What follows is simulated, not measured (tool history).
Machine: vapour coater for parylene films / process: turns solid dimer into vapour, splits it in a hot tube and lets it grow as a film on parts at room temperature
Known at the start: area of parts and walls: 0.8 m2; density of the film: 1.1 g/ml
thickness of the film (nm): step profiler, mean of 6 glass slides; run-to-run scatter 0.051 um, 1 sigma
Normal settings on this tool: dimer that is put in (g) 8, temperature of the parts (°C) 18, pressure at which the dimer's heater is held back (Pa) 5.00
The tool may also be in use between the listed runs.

| run | hour | dimer that is put in (g) | temperature of the parts (°C) | pressure at which the dimer's heater is held back (Pa) | thickness of the film (nm) |
|---|---|---|---|---|---|
| 1 | 0.0 | 8 | 18 | 5.00 | 5770 |
| 2 | 27.3 | 8 | 18 | 5.00 | 5630 |
| 3 | 70.0 | 8 | 18 | 5.00 | 5700 |
| 4 | 98.8 | 8 | 18 | 5.00 | 5670 |
| 5 | 123.4 | 8 | 16 | 5.00 | 6150 |
| 6 | 146.5 | 8 | 18 | 5.00 | 5620 |
| 7 | 178.9 | 8 | 18 | 5.00 | 5510 |
| 8 | 201.7 | 8 | 18 | 10.36 | 4960 |
| 9 | 222.4 | 8 | 18 | 10.36 | 4920 |
| 10 | 252.2 | 8 | 18 | 10.36 | 4830 |
| 11 | 293.2 | 8 | 18 | 10.36 | 4850 |
| 12 | 313.9 | 7 | 18 | 5.00 | 4670 |
| 13 | 337.4 | 7 | 18 | 5.00 | 4700 |
| 14 | 370.3 | 5 | 18 | 5.00 | 3280 |
| 15 | 398.7 | 5 | 18 | 5.00 | 3300 |
| 16 | 433.1 | 5 | 15 | 3.48 | 3890 |
| 17 | 466.7 | 13 | 15 | 3.48 | 10040 |
| 18 | 490.8 | 14 | 18 | 3.48 | 9750 |
|  | 511.4 | trap's valve overhauled |
| 19 | 517.7 | 11 | 13 | 4.29 | 9660 |
| 20 | 542.2 | 4 | 18 | 8.62 | 2580 |
| 21 | 576.3 | 4 | 18 | 7.41 | 2670 |
| 22 | 596.1 | 3 | 10 | 5.00 | 2890 |
| 23 | 632.4 | 10 | 27 | 5.00 | 4900 |
| 24 | 651.9 | 10 | 10 | 4.22 | 9760 |
| 25 | 674.3 | 12 | 18 | 5.00 | 8280 |
| 26 | 713.2 | 12 | 11 | 5.88 | 10650 |
| 27 | 740.1 | 12 | 18 | 5.05 | 8250 |
| 28 | 760.6 | 12 | 18 | 5.05 | 8100 |
| 29 | 786.7 | 8 | 20 | 7.78 | 4640 |
| 30 | 812.8 | 10 | 15 | 3.05 | 8260 |

Alternative continuations, all from the tool just after run 30; predict every row:
| A | 843.8 | 7 | 14 | 7.53 | ? |
| B | 843.8 | 7 | 12 | 5.00 | ? |
| C | 843.8 | 4 | 24 | 9.16 | ? |
| D | 843.8 | 5 | 18 | 11.77 | ? |

| run | thickness of the film (nm) |
|---|---|
| A | 5130 |
| B | 5980 |
| C | 1960 |
| D | 2940 |
Had the tool no hidden state, the same runs would have come out as:
| run | thickness of the film (nm) |
|---|---|
| A | 5590 |
| B | 6520 |
| C | 2140 |
| D | 3210 |
